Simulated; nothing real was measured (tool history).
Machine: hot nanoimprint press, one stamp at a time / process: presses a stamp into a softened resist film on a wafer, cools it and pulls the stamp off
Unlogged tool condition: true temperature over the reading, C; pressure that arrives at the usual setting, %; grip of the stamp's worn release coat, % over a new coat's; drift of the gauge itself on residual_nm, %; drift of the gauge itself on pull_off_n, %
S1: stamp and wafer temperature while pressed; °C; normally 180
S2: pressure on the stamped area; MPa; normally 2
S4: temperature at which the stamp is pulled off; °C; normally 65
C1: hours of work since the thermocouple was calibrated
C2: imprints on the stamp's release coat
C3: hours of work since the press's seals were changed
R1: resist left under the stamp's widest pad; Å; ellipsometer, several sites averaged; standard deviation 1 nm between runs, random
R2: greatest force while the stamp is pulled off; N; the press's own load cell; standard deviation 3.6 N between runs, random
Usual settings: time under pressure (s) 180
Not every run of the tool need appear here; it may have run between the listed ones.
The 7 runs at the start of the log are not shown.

run 8 hour=81.6 | S1=186 S2=2 time_under_pressure_(s)=180 S4=65 | C1=46 C2=1007 C3=186 | R1=2045 R2=219
run 9 hour=95.1 | S1=178 S2=2 time_under_pressure_(s)=180 S4=65 | C1=53 C2=1043 C3=193 | R1=2503 R2=228
run 10 hour=108.4 | S1=180 S2=2.95 time_under_pressure_(s)=180 S4=65 | C1=60 C2=1077 C3=199 | R1=2043 R2=210
run 11 hour=118.3 | S1=180 S2=2.95 time_under_pressure_(s)=180 S4=65 | C1=64 C2=1103 C3=204 | R1=2050 R2=224
run 12 hour=130.9 | S1=180 S2=2.95 time_under_pressure_(s)=180 S4=65 | C1=71 C2=1135 C3=211 | R1=2043 R2=226
run 13 hour=139 | S1=180 S2=2.95 time_under_pressure_(s)=180 S4=65 | C1=75 C2=1156 C3=215 | R1=2046 R2=232
run 14 hour=154.6 | S1=180 S2=2 time_under_pressure_(s)=180 S4=65 | C1=83 C2=1197 C3=222 | R1=2386 R2=217
run 15 hour=168.6 | S1=180 S2=2 time_under_pressure_(s)=180 S4=56 | C1=89 C2=1233 C3=229 | R1=2398 R2=285
run 16 hour=178.9 | S1=180 S2=1.61 time_under_pressure_(s)=180 S4=50 | C1=95 C2=1260 C3=235 | R1=2545 R2=340
run 17 hour=185.8 | S1=178 S2=1.62 time_under_pressure_(s)=169 S4=64 | C1=98 C2=1278 C3=238 | R1=2713 R2=240
-- hour=189.8 plate thermocouple calibrated
run 18 hour=195.8 | S1=170 S2=1.51 time_under_pressure_(s)=316 S4=59 | C1=3 C2=1296 C3=241 | R1=2785 R2=268
run 19 hour=209.8 | S1=185 S2=2 time_under_pressure_(s)=282 S4=70 | C1=10 C2=1332 C3=248 | R1=1791 R2=199
run 20 hour=224.5 | S1=180 S2=2.31 time_under_pressure_(s)=324 S4=56 | C1=17 C2=1371 C3=256 | R1=1854 R2=289
run 21 hour=238.1 | S1=181 S2=1.21 time_under_pressure_(s)=305 S4=65 | C1=24 C2=1406 C3=262 | R1=2368 R2=232
-- hour=244.1 plate thermocouple calibrated, once more
run 22 hour=253 | S1=178 S2=2.47 time_under_pressure_(s)=148 S4=65 | C1=4 C2=1437 C3=268 | R1=2421 R2=246
run 23 hour=261.2 | S1=178 S2=2.47 time_under_pressure_(s)=148 S4=65 | C1=9 C2=1458 C3=272 | R1=2435 R2=233
run 24 hour=270.4 | S1=178 S2=2.47 time_under_pressure_(s)=148 S4=65 | C1=13 C2=1482 C3=277 | R1=2434 R2=238
run 25 hour=277.6 | S1=178 S2=2.47 time_under_pressure_(s)=148 S4=65 | C1=17 C2=1501 C3=281 | R1=2446 R2=234
run 26 hour=293.5 | S1=178 S2=2.47 time_under_pressure_(s)=148 S4=65 | C1=25 C2=1542 C3=288 | R1=2440 R2=244
run 27 hour=301.4 | S1=176 S2=3.08 time_under_pressure_(s)=140 S4=65 | C1=28 C2=1563 C3=292 | R1=2397 R2=233
run 28 hour=313.3 | S1=176 S2=3.08 time_under_pressure_(s)=140 S4=65 | C1=34 C2=1594 C3=298 | R1=2413 R2=235
run 29 hour=324.6 | S1=176 S2=3.08 time_under_pressure_(s)=140 S4=65 | C1=40 C2=1623 C3=304 | R1=2422 R2=244
run 30 hour=333.7 | S1=185 S2=3.08 time_under_pressure_(s)=185 S4=65 | C1=45 C2=1646 C3=308 | R1=1731 R2=238

Below are 4 alternative next runs, each starting from the tool's condition after run 30. Predict each:
run A hour=346.3 | S1=187 S2=3.08 time_under_pressure_(s)=185 S4=65 | C1=51 C2=1679 C3=315 | R1=? R2=?
run B hour=346.3 | S1=180 S2=2 time_under_pressure_(s)=180 S4=70 | C1=51 C2=1679 C3=315 | R1=? R2=?
run C hour=346.3 | S1=180 S2=2.16 time_under_pressure_(s)=149 S4=58 | C1=51 C2=1679 C3=315 | R1=? R2=?
run D hour=346.3 | S1=185 S2=2.57 time_under_pressure_(s)=257 S4=64 | C1=51 C2=1679 C3=315 | R1=? R2=?

run=A R1=1658 R2=241
run=B R1=2359 R2=210
run=C R1=2434 R2=296
run=D R1=1656 R2=255
Without the tool's unlogged condition, the same runs would have read:
run=A R1=1633 R2=169
run=B R1=2342 R2=148
run=C R1=2415 R2=208
run=D R1=1635 R2=179
